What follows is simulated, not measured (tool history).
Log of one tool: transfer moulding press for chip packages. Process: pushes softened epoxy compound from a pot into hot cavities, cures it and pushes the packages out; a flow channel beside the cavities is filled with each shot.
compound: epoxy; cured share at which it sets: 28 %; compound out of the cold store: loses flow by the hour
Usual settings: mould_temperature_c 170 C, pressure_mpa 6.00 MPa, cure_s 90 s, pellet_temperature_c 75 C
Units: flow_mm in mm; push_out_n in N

run     day  mould_temperature_c  pressure_mpa  cure_s  pellet_temperature_c  incoming compound's hours out of the cold store  flow_mm  push_out_n
  1   0.000                  170          6.00      90                    75                                             27.8      575         477
  2   2.117                  171          6.00      90                    75                                             28.1      571         477
  3   3.388                  171          6.00      90                    75                                              9.1      664         478
      4.358  -- plunger's sealing rings changed
      4.421  -- cavities cleaned with cleaning compound and waxed
  4   6.167                  170          6.00     130                    75                                              9.9      663         342
  5   7.371                  170          5.18      90                    75                                              8.3      623         502
      8.583  -- cavities cleaned with cleaning compound and waxed
  6   9.062                  170          6.00      90                    75                                             23.1      595         486
  7  11.767                  170          6.00      90                    75                                             47.9      487         457
     12.800  -- cavities cleaned with cleaning compound and waxed
  8  13.404                  170          4.60      90                    75                                             23.8      520         494
  9  15.917                  170          4.60      90                    75                                             23.4      521         476
     16.988  -- cavities cleaned with cleaning compound and waxed
 10  18.054                  162          6.00      90                    75                                             37.1      551         870
 11  20.900                  162          6.00      90                    75                                             42.3      527         850
     21.242  -- cavities cleaned with cleaning compound and waxed
     22.733  -- plunger's sealing rings changed
 12  23.358                  178          4.50      91                    68                                             35.5      454         340
 13  25.317                  178          4.50      91                    68                                             29.7      476         364
     25.625  -- cavities cleaned with cleaning compound and waxed
 14  26.738                  164          5.97      89                    75                                             29.6      578         799
 15  27.950                  173          7.21     112                    75                                             46.5      535         352
     29.742  -- cavities cleaned with cleaning compound and waxed
 16  30.783                  173          5.55     125                    82                                             30.5      538         340
 17  32.288                  163          4.70      90                    75                                             12.6      590         934
     34.096  -- cavities cleaned with cleaning compound and waxed
 18  34.942                  170          6.00      84                    75                                             45.2      500         525
     36.579  -- mould's thermocouples calibrated
 19  36.979                  170          6.00      84                    84                                             40.4      521         524
     38.300  -- cavities cleaned with cleaning compound and waxed
 20  39.917                  170          6.00      84                    84                                             47.8      488         535
     41.012  -- plunger's sealing rings changed
 21  41.275                  171          6.00      90                    66                                             36.1      535         465
     42.546  -- cavities cleaned with cleaning compound and waxed
 22  43.488                  172          6.00      85                    66                                             45.6      496         455

Forecast each of these 3 alternatives for the next run:
  A  46.375                  172          4.58     112                    68                                             33.8        ?           ?
  B  46.375                  170          7.46      90                    84                                              9.3        ?           ?
  C  46.375                  170          4.65      81                    69                                             12.7        ?           ?

run  flow_mm  push_out_n
  A      476         356
  B      741         509
  C      574         702
Without the tool's hidden state the same runs would have given:
run  flow_mm  push_out_n
  A      476         352
  B      741         503
  C      574         694

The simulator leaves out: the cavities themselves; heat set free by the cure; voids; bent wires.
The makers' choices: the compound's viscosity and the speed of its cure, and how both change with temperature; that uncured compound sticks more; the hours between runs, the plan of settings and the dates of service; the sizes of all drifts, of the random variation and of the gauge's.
